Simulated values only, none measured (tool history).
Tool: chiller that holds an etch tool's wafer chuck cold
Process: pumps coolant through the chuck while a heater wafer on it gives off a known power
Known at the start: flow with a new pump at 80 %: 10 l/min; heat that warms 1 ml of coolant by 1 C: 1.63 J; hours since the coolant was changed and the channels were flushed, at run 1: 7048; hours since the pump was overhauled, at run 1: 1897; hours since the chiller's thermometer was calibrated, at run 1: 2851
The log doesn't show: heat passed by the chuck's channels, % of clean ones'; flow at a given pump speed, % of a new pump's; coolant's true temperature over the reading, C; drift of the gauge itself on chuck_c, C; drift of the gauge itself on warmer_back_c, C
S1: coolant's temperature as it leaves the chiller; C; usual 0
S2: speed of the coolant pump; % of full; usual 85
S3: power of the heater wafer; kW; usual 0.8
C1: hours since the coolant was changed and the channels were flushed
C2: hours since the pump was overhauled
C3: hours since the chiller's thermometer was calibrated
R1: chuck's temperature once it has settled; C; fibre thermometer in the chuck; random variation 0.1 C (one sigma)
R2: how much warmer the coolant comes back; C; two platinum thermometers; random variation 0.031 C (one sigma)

{"run": 1, "hour": 0.0, "S1": 0, "S2": 85, "S3": 0.8, "C1": 7048, "C2": 1897, "C3": 2851, "R1": 6.9, "R2": 2.82}
{"run": 2, "hour": 124.6, "S1": 0, "S2": 85, "S3": 0.8, "C1": 7173, "C2": 2021, "C3": 2975, "R1": 6.7, "R2": 2.72}
{"run": 3, "hour": 236.0, "S1": 0, "S2": 85, "S3": 0.8, "C1": 7284, "C2": 2133, "C3": 3087, "R1": 6.8, "R2": 2.77}
{"hour": 280.8, "done": "chiller's thermometer calibrated"}
{"run": 4, "hour": 344.8, "S1": 0, "S2": 85, "S3": 0.8, "C1": 7392, "C2": 2240, "C3": 64, "R1": 6.6, "R2": 2.8}
{"run": 5, "hour": 466.3, "S1": 0, "S2": 85, "S3": 0.8, "C1": 7513, "C2": 2362, "C3": 185, "R1": 6.6, "R2": 2.75}
{"run": 6, "hour": 599.6, "S1": 0, "S2": 85, "S3": 0.8, "C1": 7647, "C2": 2495, "C3": 319, "R1": 6.7, "R2": 2.69}
{"run": 7, "hour": 666.0, "S1": -5, "S2": 85, "S3": 0.8, "C1": 7713, "C2": 2561, "C3": 385, "R1": 1.7, "R2": 2.79}
{"run": 8, "hour": 734.8, "S1": -8, "S2": 85, "S3": 0.64, "C1": 7782, "C2": 2630, "C3": 454, "R1": -2.7, "R2": 2.2}
{"run": 9, "hour": 813.2, "S1": -8, "S2": 85, "S3": 0.64, "C1": 7860, "C2": 2709, "C3": 532, "R1": -2.7, "R2": 2.27}
{"run": 10, "hour": 884.9, "S1": -8, "S2": 85, "S3": 0.64, "C1": 7932, "C2": 2780, "C3": 604, "R1": -2.7, "R2": 2.27}
{"run": 11, "hour": 1003.4, "S1": -8, "S2": 85, "S3": 0.64, "C1": 8051, "C2": 2899, "C3": 723, "R1": -2.8, "R2": 2.21}
{"run": 12, "hour": 1146.1, "S1": 2, "S2": 100, "S3": 0.693, "C1": 8193, "C2": 3042, "C3": 865, "R1": 7.3, "R2": 2.04}

Forecast each of these 5 alternatives for the next run:
{"run": "A", "hour": 1233.8, "S1": 0, "S2": 76, "S3": 0.573, "C1": 8281, "C2": 3129, "C3": 953, "R1": "?", "R2": "?"}
{"run": "B", "hour": 1233.8, "S1": 1, "S2": 100, "S3": 1.054, "C1": 8281, "C2": 3129, "C3": 953, "R1": "?", "R2": "?"}
{"run": "C", "hour": 1233.8, "S1": -5, "S2": 85, "S3": 0.534, "C1": 8281, "C2": 3129, "C3": 953, "R1": "?", "R2": "?"}
{"run": "D", "hour": 1233.8, "S1": 2, "S2": 100, "S3": 0.926, "C1": 8281, "C2": 3129, "C3": 953, "R1": "?", "R2": "?"}
{"run": "E", "hour": 1233.8, "S1": 9, "S2": 85, "S3": 0.8, "C1": 8281, "C2": 3129, "C3": 953, "R1": "?", "R2": "?"}

run=A R1=5.4 R2=2.23
run=B R1=8.7 R2=3.06
run=C R1=-0.4 R2=1.84
run=D R1=8.8 R2=2.73
run=E R1=15.7 R2=2.8
Without the tool's hidden state the same runs would have given:
run=A R1=5.4 R2=2.23
run=B R1=8.7 R2=3.06
run=C R1=-0.4 R2=1.84
run=D R1=8.7 R2=2.73
run=E R1=15.7 R2=2.79
